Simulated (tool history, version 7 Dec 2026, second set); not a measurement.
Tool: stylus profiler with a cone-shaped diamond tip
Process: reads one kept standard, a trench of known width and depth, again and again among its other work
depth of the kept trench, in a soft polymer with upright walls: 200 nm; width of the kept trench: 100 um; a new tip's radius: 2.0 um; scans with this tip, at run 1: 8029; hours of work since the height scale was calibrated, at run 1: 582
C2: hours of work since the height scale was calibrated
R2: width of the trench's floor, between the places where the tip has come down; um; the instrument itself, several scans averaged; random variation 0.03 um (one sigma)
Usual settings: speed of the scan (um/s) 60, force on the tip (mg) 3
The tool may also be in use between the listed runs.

run 1 hour=0 | speed_of_the_scan_(um/s)=60 force_on_the_tip_(mg)=3 | scans_with_this_tip=8029 C2=582 | depth_of_the_trench_(nm)=202.45 R2=97.21
run 2 hour=63.9 | speed_of_the_scan_(um/s)=60 force_on_the_tip_(mg)=3 | scans_with_this_tip=8538 C2=619 | depth_of_the_trench_(nm)=202.37 R2=97.15
-- hour=162.4 new tip fitted, height scale calibrated
run 3 hour=163.8 | speed_of_the_scan_(um/s)=60 force_on_the_tip_(mg)=3 | scans_with_this_tip=11 C2=1 | depth_of_the_trench_(nm)=202.81 R2=97.93
run 4 hour=217.7 | speed_of_the_scan_(um/s)=60 force_on_the_tip_(mg)=6.61 | scans_with_this_tip=441 C2=32 | depth_of_the_trench_(nm)=204.94 R2=97.97
run 5 hour=309.1 | speed_of_the_scan_(um/s)=60 force_on_the_tip_(mg)=6.61 | scans_with_this_tip=1168 C2=85 | depth_of_the_trench_(nm)=204.78 R2=97.9
run 6 hour=382 | speed_of_the_scan_(um/s)=60 force_on_the_tip_(mg)=1.56 | scans_with_this_tip=1748 C2=127 | depth_of_the_trench_(nm)=201.69 R2=97.64
run 7 hour=459.9 | speed_of_the_scan_(um/s)=60 force_on_the_tip_(mg)=3 | scans_with_this_tip=2369 C2=172 | depth_of_the_trench_(nm)=202.69 R2=97.74
run 8 hour=550.6 | speed_of_the_scan_(um/s)=15 force_on_the_tip_(mg)=3 | scans_with_this_tip=3091 C2=224 | depth_of_the_trench_(nm)=202.64 R2=97.81
run 9 hour=647.6 | speed_of_the_scan_(um/s)=60 force_on_the_tip_(mg)=3 | scans_with_this_tip=3863 C2=280 | depth_of_the_trench_(nm)=202.6 R2=97.54
run 10 hour=694.3 | speed_of_the_scan_(um/s)=60 force_on_the_tip_(mg)=3 | scans_with_this_tip=4235 C2=307 | depth_of_the_trench_(nm)=202.58 R2=97.49
run 11 hour=787.7 | speed_of_the_scan_(um/s)=60 force_on_the_tip_(mg)=1.7 | scans_with_this_tip=4979 C2=361 | depth_of_the_trench_(nm)=201.66 R2=97.33
run 12 hour=847 | speed_of_the_scan_(um/s)=89 force_on_the_tip_(mg)=3.9 | scans_with_this_tip=5451 C2=395 | depth_of_the_trench_(nm)=203.03 R2=97.3
run 13 hour=931.9 | speed_of_the_scan_(um/s)=89 force_on_the_tip_(mg)=3.9 | scans_with_this_tip=6127 C2=444 | depth_of_the_trench_(nm)=202.95 R2=97.23
run 14 hour=1015.9 | speed_of_the_scan_(um/s)=212 force_on_the_tip_(mg)=4.82 | scans_with_this_tip=6796 C2=493 | depth_of_the_trench_(nm)=203.48 R2=96.79
run 15 hour=1075.2 | speed_of_the_scan_(um/s)=32 force_on_the_tip_(mg)=8.74 | scans_with_this_tip=7267 C2=527 | depth_of_the_trench_(nm)=205.34 R2=97.37
run 16 hour=1161.7 | speed_of_the_scan_(um/s)=44 force_on_the_tip_(mg)=6.67 | scans_with_this_tip=7956 C2=577 | depth_of_the_trench_(nm)=204.36 R2=97.25
run 17 hour=1267.9 | speed_of_the_scan_(um/s)=60 force_on_the_tip_(mg)=7.21 | scans_with_this_tip=8802 C2=638 | depth_of_the_trench_(nm)=204.47 R2=97.14
run 18 hour=1313.5 | speed_of_the_scan_(um/s)=60 force_on_the_tip_(mg)=7.21 | scans_with_this_tip=9165 C2=665 | depth_of_the_trench_(nm)=204.51 R2=97.12
-- hour=1335.5 new tip fitted, height scale calibrated
run 19 hour=1412.2 | speed_of_the_scan_(um/s)=55 force_on_the_tip_(mg)=1.54 | scans_with_this_tip=610 C2=44 | depth_of_the_trench_(nm)=201.85 R2=97.83

4 ways to go on from here, each from the tool as it stands after run 19. What would each give?
run A hour=1484.7 | speed_of_the_scan_(um/s)=171 force_on_the_tip_(mg)=4.57 | scans_with_this_tip=1187 C2=86 | depth_of_the_trench_(nm)=? R2=?
run B hour=1484.7 | speed_of_the_scan_(um/s)=187 force_on_the_tip_(mg)=2.81 | scans_with_this_tip=1187 C2=86 | depth_of_the_trench_(nm)=? R2=?
run C hour=1484.7 | speed_of_the_scan_(um/s)=60 force_on_the_tip_(mg)=2.4 | scans_with_this_tip=1187 C2=86 | depth_of_the_trench_(nm)=? R2=?
run D hour=1484.7 | speed_of_the_scan_(um/s)=60 force_on_the_tip_(mg)=1.16 | scans_with_this_tip=1187 C2=86 | depth_of_the_trench_(nm)=? R2=?

run=A depth_of_the_trench_(nm)=203.67 R2=97.46
run=B depth_of_the_trench_(nm)=202.59 R2=97.28
run=C depth_of_the_trench_(nm)=202.44 R2=97.8
run=D depth_of_the_trench_(nm)=201.47 R2=97.72
Without the tool's hidden state the same runs would have given:
run=A depth_of_the_trench_(nm)=203.73 R2=97.59
run=B depth_of_the_trench_(nm)=202.66 R2=97.41
run=C depth_of_the_trench_(nm)=202.5 R2=97.93
run=D depth_of_the_trench_(nm)=201.53 R2=97.85
